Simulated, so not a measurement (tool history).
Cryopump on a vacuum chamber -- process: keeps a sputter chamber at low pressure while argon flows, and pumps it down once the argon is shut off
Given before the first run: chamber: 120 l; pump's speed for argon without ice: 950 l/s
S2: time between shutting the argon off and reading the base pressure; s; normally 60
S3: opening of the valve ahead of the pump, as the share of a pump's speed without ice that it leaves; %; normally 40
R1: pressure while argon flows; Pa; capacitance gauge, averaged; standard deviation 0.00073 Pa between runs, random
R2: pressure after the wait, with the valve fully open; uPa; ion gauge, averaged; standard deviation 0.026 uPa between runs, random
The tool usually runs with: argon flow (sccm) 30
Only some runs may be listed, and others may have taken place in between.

run 1 hour=0 | argon_flow_(sccm)=30 S2=60 S3=40 | R1=0.1416 R2=2.38
run 2 hour=14 | argon_flow_(sccm)=58 S2=60 S3=40 | R1=0.274 R2=2.28
run 3 hour=24.8 | argon_flow_(sccm)=30 S2=60 S3=21 | R1=0.2643 R2=2.34
run 4 hour=39 | argon_flow_(sccm)=30 S2=60 S3=16 | R1=0.3436 R2=2.36
run 5 hour=51.9 | argon_flow_(sccm)=30 S2=60 S3=40 | R1=0.1435 R2=2.32
run 6 hour=62.4 | argon_flow_(sccm)=20 S2=60 S3=40 | R1=0.0952 R2=2.37
run 7 hour=74.1 | argon_flow_(sccm)=20 S2=60 S3=40 | R1=0.0946 R2=2.42
run 8 hour=82.1 | argon_flow_(sccm)=20 S2=60 S3=40 | R1=0.0951 R2=2.51
run 9 hour=90.7 | argon_flow_(sccm)=20 S2=60 S3=40 | R1=0.0959 R2=2.41
run 10 hour=100.9 | argon_flow_(sccm)=20 S2=60 S3=40 | R1=0.0962 R2=2.5
run 11 hour=114.7 | argon_flow_(sccm)=30 S2=63 S3=40 | R1=0.1449 R2=2.4
run 12 hour=124.8 | argon_flow_(sccm)=30 S2=63 S3=40 | R1=0.1444 R2=2.43
run 13 hour=137.1 | argon_flow_(sccm)=30 S2=21 S3=40 | R1=0.145 R2=3.84
run 14 hour=152.2 | argon_flow_(sccm)=41 S2=60 S3=40 | R1=0.1995 R2=2.45
run 15 hour=158.9 | argon_flow_(sccm)=29 S2=60 S3=16 | R1=0.3344 R2=2.42
run 16 hour=172.2 | argon_flow_(sccm)=27 S2=220 S3=16 | R1=0.3132 R2=2
run 17 hour=180.5 | argon_flow_(sccm)=27 S2=220 S3=16 | R1=0.311 R2=1.95
run 18 hour=190.3 | argon_flow_(sccm)=27 S2=220 S3=16 | R1=0.3101 R2=1.95
run 19 hour=198.2 | argon_flow_(sccm)=30 S2=64 S3=17 | R1=0.323 R2=2.53
run 20 hour=211.9 | argon_flow_(sccm)=30 S2=23 S3=18 | R1=0.3071 R2=3.81
run 21 hour=221.3 | argon_flow_(sccm)=30 S2=23 S3=18 | R1=0.3093 R2=3.74
run 22 hour=229.8 | argon_flow_(sccm)=30 S2=23 S3=18 | R1=0.3095 R2=3.8

What does the tool deliver on the next run?
run 23 hour=243.2 | argon_flow_(sccm)=33 S2=193 S3=57 | R1=? R2=?

Run 23 measured R1 0.1172 Pa, R2 2.01 uPa.
On a tool with no hidden condition, and with the same random variation, this run would have come out at R1 0.1027 Pa, R2 0.52 uPa.
